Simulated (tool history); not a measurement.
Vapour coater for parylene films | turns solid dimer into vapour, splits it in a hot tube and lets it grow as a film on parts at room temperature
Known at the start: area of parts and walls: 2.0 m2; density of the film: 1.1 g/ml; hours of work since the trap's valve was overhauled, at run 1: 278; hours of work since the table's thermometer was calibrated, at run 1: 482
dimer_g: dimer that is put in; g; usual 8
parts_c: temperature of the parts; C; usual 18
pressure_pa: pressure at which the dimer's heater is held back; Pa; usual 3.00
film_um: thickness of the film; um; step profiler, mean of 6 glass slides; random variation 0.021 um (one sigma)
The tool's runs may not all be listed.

run,hour,dimer_g,parts_c,pressure_pa,hours of work since the trap's valve was overhauled,hours of work since the table's thermometer was calibrated,film_um
1,0.0,8,18,3.00,278,482,1.95
# hour 15.9: trap's valve overhauled
2,20.4,3,18,3.00,4,497,0.72
3,33.1,3,18,3.00,15,508,0.74
4,45.4,3,18,3.00,26,519,0.74
5,59.3,8,18,2.52,39,532,2.00
6,74.2,8,18,5.28,52,545,1.85
7,88.3,8,18,5.28,64,557,1.86
8,100.9,8,18,5.12,76,569,1.85
9,110.1,8,18,5.12,84,577,1.84
10,122.3,8,18,3.00,95,588,1.98
11,138.6,8,18,3.00,109,602,1.97
12,151.7,6,18,3.00,121,614,1.46
13,163.2,8,17,3.00,131,624,2.00
14,175.8,8,17,3.00,142,635,2.01
15,183.0,8,17,3.00,149,642,2.01
16,195.7,8,18,3.00,160,653,1.93
17,208.6,8,18,3.00,171,664,1.91
18,222.0,8,19,3.00,183,676,1.92
19,229.7,11,18,2.50,190,683,2.71
20,244.5,11,18,2.50,203,696,2.76
21,255.1,12,15,3.00,213,706,3.12
22,262.0,12,15,3.00,219,712,3.05
23,273.1,12,15,3.00,229,722,3.10
24,282.1,10,18,2.14,237,730,2.54
25,291.7,13,12,3.00,246,739,3.50
26,303.3,13,12,3.00,256,749,3.56
27,311.8,13,12,3.00,263,756,3.58
28,324.5,6,11,3.00,275,768,1.67
# hour 344.1: trap's valve overhauled
29,345.2,12,20,3.00,1,783,2.83
30,356.9,12,20,3.00,11,793,2.86
31,370.2,12,20,3.00,23,805,2.79
32,382.4,6,11,3.00,34,816,1.69
33,398.1,9,11,2.57,48,830,2.57

How the hidden state differs across the entries between the runs, from the last listed run before each to the first after it:
Between runs 1 and 2: trap's valve overhauled (hour 15.9)
  vapour lost through the trap's worn valve, %: 0.8 -> 0; true temperature of the parts over the reading, C: 0.01 -> 0.02
  measured less the result without the state, film_um: -0.02 -> +0.00 um
Between runs 28 and 29: trap's valve overhauled (hour 344.1)
  vapour lost through the trap's worn valve, %: 0.8 -> 0
  measured less the result without the state, film_um: -0.02 -> -0.01 um

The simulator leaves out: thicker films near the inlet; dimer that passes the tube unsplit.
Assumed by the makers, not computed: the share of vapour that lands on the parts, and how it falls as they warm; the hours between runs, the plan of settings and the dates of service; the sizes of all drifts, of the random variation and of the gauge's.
